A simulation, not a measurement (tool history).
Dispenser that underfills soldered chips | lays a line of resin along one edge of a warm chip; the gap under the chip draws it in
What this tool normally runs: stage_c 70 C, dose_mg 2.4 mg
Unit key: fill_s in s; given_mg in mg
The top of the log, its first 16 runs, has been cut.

-- hour=150.1 new syringe of resin
run 17 hour=153.6 | stage_c=70 dose_mg=2.21 | fill_s=38.6 given_mg=2.193
run 18 hour=166.8 | stage_c=70 dose_mg=2.21 | fill_s=59.1 given_mg=2.197
-- hour=168.8 new syringe of resin
run 19 hour=179.8 | stage_c=56 dose_mg=2.25 | fill_s=96.3 given_mg=2.239
-- hour=188.1 new syringe of resin
run 20 hour=194.1 | stage_c=56 dose_mg=2.97 | fill_s=79.8 given_mg=2.911
run 21 hour=202.7 | stage_c=72 dose_mg=2.75 | fill_s=49.8 given_mg=2.701
-- hour=207.1 new syringe of resin
run 22 hour=211.3 | stage_c=59 dose_mg=2.02 | fill_s=67.6 given_mg=1.967
run 23 hour=223.3 | stage_c=77 dose_mg=2.44 | fill_s=41.6 given_mg=2.388
-- hour=225.8 new syringe of resin
run 24 hour=237.1 | stage_c=77 dose_mg=2.28 | fill_s=36.1 given_mg=2.216
-- hour=244 new syringe of resin
run 25 hour=250.8 | stage_c=77 dose_mg=2.28 | fill_s=32.2 given_mg=2.206
run 26 hour=260.4 | stage_c=78 dose_mg=2.11 | fill_s=41.9 given_mg=2.042
-- hour=262.5 new syringe of resin
run 27 hour=274.6 | stage_c=79 dose_mg=2.77 | fill_s=33.7 given_mg=2.644

For run 28, what comes out?
-- hour=281.1 new syringe of resin
run 28 hour=286.7 | stage_c=71 dose_mg=2.8 | fill_s=? given_mg=?

fill_s: 39.8 s
given_mg: 2.688 mg
Without the tool's hidden state the same run would have given fill_s 31.6 s, given_mg 2.811 mg.
